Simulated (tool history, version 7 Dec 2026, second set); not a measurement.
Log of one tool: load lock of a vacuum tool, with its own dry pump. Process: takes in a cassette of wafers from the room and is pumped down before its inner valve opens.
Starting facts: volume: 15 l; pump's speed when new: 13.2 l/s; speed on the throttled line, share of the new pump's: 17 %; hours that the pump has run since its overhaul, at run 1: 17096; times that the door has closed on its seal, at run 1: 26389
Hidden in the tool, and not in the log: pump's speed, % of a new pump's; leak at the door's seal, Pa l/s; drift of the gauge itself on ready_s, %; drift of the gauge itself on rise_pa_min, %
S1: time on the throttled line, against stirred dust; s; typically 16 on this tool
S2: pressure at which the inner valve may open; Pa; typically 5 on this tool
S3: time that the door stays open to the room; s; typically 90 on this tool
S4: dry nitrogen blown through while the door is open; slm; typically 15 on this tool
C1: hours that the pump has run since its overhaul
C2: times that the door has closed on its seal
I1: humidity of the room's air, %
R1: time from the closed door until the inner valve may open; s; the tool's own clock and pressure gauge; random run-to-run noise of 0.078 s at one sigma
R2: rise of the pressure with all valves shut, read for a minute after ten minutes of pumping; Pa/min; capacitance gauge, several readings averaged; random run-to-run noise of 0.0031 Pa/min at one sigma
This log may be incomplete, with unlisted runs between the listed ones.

run	day	S1	S2	S3	S4	C1	C2	I1	R1	R2
1	0	16	5	90	15	17096	26389	46	25.92	0.117
2	8.162	16	5	90	15	17292	26994	47	25.97	0.121
3	18.983	16	6	90	15	17551	27797	43.2	25.6	0.117
4	29.004	16	6	90	15	17792	28541	45	25.6	0.123
5	38.254	16	6	90	15	18014	29228	41.8	25.9	0.121
# day 47.433: dry pump taken out, an overhauled one fitted
6	48.029	16	6	90	15	14	29934	41.7	24.59	0.121
7	54.329	16	6	90	15	166	30402	46	24.69	0.134
8	60.033	16	6	38	15	302	30825	44.8	24.52	0.106
9	71.125	16	6	38	15	569	31648	43	24.83	0.109
10	80.033	16	6	38	15	782	32310	50	24.7	0.116
11	88.825	16	5	90	15	993	32962	44.1	24.89	0.126
12	96.988	16	5	90	15	1189	33568	45.9	24.93	0.139
13	104.996	16	5	90	15	1382	34162	47	24.99	0.142
14	110.771	16	9	90	15	1520	34590	46.4	24.27	0.136
15	119.854	16	9	90	15	1738	35264	43	24.11	0.142
16	128.496	24	5	90	5	1946	35906	43.6	31.58	0.161
17	136.754	24	5	90	5	2144	36519	45	31.52	0.166
18	145.767	24	5	90	5	2360	37188	42.7	31.5	0.162
19	153.492	23	5	62	15	2545	37761	48.2	30.81	0.145
20	165.017	23	10	52	17	2822	38616	46	29.83	0.136
21	176.796	16	7	90	11	3105	39490	46.9	24.63	0.16
22	181.762	29	5	79	6	3224	39859	46.1	35.76	0.17
23	189.767	8	8	90	15	3416	40453	44.9	17.85	0.157
24	194.754	8	8	90	15	3536	40823	44.2	17.84	0.151
25	205.262	8	8	90	15	3788	41603	44.7	17.83	0.165
26	215.546	16	5	91	27	4035	42366	43	25.12	0.147
27	223.067	15	6	166	15	4215	42924	41.9	24.07	0.178
28	231.092	11	5	90	4	4408	43519	43.8	20.9	0.19
29	242.188	16	5	76	14	4674	44343	45.6	25.34	0.169
30	249.579	16	5	76	7	4852	44891	44.2	25.22	0.184

Measured result minus the same run's result without the hidden state. Both carry the same run-to-run variation, though not necessarily the same gauge scatter:
run	R1	R2
1	+1.17	+0.046
2	+1.19	+0.047
3	+1.16	+0.049
4	+1.17	+0.053
5	+1.2	+0.054
6	+0.07	+0.055
7	+0.09	+0.058
8	+0.1	+0.058
9	+0.1	+0.059
10	+0.12	+0.062
11	+0.16	+0.062
12	+0.18	+0.064
13	+0.18	+0.066
14	+0.16	+0.067
15	+0.17	+0.07
16	+0.17	+0.072
17	+0.19	+0.073
18	+0.19	+0.077
19	+0.21	+0.076
20	+0.2	+0.08
21	+0.27	+0.082
22	+0.21	+0.084
23	+0.35	+0.085
24	+0.35	+0.087
25	+0.38	+0.089
26	+0.37	+0.092
27	+0.38	+0.093
28	+0.41	+0.096
29	+0.41	+0.098
30	+0.43	+0.1
